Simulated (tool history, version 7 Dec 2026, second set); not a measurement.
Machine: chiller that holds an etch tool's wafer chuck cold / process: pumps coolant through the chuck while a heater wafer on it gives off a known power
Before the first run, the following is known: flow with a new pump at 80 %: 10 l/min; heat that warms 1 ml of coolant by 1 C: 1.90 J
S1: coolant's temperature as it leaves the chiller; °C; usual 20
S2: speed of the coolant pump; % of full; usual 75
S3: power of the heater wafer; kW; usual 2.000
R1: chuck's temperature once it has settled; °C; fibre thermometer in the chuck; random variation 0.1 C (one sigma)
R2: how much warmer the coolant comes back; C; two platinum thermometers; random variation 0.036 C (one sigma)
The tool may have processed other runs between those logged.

Run 1, hour 0.0: usual settings. Result: R1 40.7 °C, R2 6.74 C.
Run 2, hour 42.6: usual settings. Result: R1 40.8 °C, R2 6.71 C.
Run 3, hour 82.5: usual settings. Result: R1 40.7 °C, R2 6.79 C.
Run 4, hour 113.0: usual settings but S2 87 % of full. Result: R1 39.1 °C, R2 5.83 C.
Run 5, hour 176.6: usual settings but S2 87 % of full. Result: R1 39.2 °C, R2 5.86 C.
Run 6, hour 214.4: usual settings but S1 17 °C, S2 87 % of full. Result: R1 35.9 °C, R2 5.85 C.
Run 7, hour 250.1: usual settings but S1 17 °C, S2 87 % of full. Result: R1 36.1 °C, R2 5.90 C.
Run 8, hour 292.7: usual settings but S3 2.536 kW. Result: R1 46.3 °C, R2 8.53 C.
Run 9, hour 343.1: usual settings but S2 67 % of full, S3 2.536 kW. Result: R1 47.8 °C, R2 9.65 C.
Run 10, hour 397.3: usual settings but S2 67 % of full, S3 2.536 kW. Result: R1 47.8 °C, R2 9.62 C.
Run 11, hour 436.6: usual settings but S1 21 °C. Result: R1 41.6 °C, R2 6.84 C.
Run 12, hour 469.0: usual settings but S1 21 °C. Result: R1 41.7 °C, R2 6.88 C.
Run 13, hour 535.0: usual settings but S1 21 °C. Result: R1 41.7 °C, R2 6.88 C.
Run 14, hour 569.8: usual settings but S1 21 °C. Result: R1 41.6 °C, R2 6.83 C.
Run 15, hour 625.2: usual settings but S1 21 °C. Result: R1 41.5 °C, R2 6.90 C.
Run 16, hour 681.8: usual settings but S1 21 °C. Result: R1 41.6 °C, R2 6.85 C.
Run 17, hour 726.6: usual settings but S1 21 °C. Result: R1 41.7 °C, R2 6.87 C.
Run 18, hour 773.3: usual settings but S1 21 °C. Result: R1 41.6 °C, R2 6.89 C.
Run 19, hour 803.4: usual settings but S2 60 % of full, S3 2.177 kW. Result: R1 45.3 °C, R2 9.35 C.
At hour 854.1: chiller's thermometer calibrated.
Run 20, hour 858.4: usual settings but S2 74 % of full. Result: R1 40.8 °C, R2 7.07 C.
Run 21, hour 886.2: usual settings but S2 67 % of full, S3 1.131 kW. Result: R1 32.4 °C, R2 4.35 C.
Run 22, hour 949.2: usual settings but S3 1.851 kW. Result: R1 39.1 °C, R2 6.41 C.
At hour 962.2: gauge calibrated.
Run 23, hour 1000.5: usual settings but S3 2.574 kW. Result: R1 46.6 °C, R2 8.68 C.
Run 24, hour 1038.0: usual settings but S1 11 °C, S3 1.278 kW. Result: R1 24.2 °C, R2 4.34 C.
Run 25, hour 1093.4: usual settings but S1 11 °C, S2 73 % of full, S3 1.616 kW. Result: R1 28.0 °C, R2 5.65 C.
Run 26, hour 1138.0: usual settings but S1 11 °C, S2 73 % of full, S3 1.616 kW. Result: R1 28.0 °C, R2 5.65 C.
Run 27, hour 1196.5: usual settings but S1 11 °C, S2 73 % of full, S3 1.616 kW. Result: R1 28.0 °C, R2 5.67 C.
Run 28, hour 1227.3: usual settings but S1 16 °C, S2 85 % of full, S3 1.730 kW. Result: R1 32.7 °C, R2 5.17 C.
Run 29, hour 1260.1: usual settings but S1 11 °C, S2 93 % of full, S3 2.883 kW. Result: R1 37.5 °C, R2 7.88 C.
Run 30, hour 1289.3: usual settings but S1 11 °C, S2 93 % of full, S3 2.883 kW. Result: R1 37.7 °C, R2 7.89 C.
Run 31, hour 1341.8: usual settings but S1 11 °C, S2 93 % of full, S3 2.883 kW. Result: R1 37.5 °C, R2 8.01 C.

3 options for the next run, each taken on its own from the tool as it stands now. Forecast them:
Run A, hour 1403.2: usual settings but S1 13 °C. Result: R1 ?, R2 ?.
Run B, hour 1403.2: usual settings but S2 70 % of full. Result: R1 ?, R2 ?.
Run C, hour 1403.2: usual settings but S2 93 % of full, S3 1.978 kW. Result: R1 ?, R2 ?.

run    R1    R2
  A  33.7  6.85
  B  41.4  7.29
  C  38.3  5.50
With no hidden state in the tool, these same runs would have given:
run    R1    R2
  A  33.7  6.76
  B  41.4  7.20
  C  38.3  5.40

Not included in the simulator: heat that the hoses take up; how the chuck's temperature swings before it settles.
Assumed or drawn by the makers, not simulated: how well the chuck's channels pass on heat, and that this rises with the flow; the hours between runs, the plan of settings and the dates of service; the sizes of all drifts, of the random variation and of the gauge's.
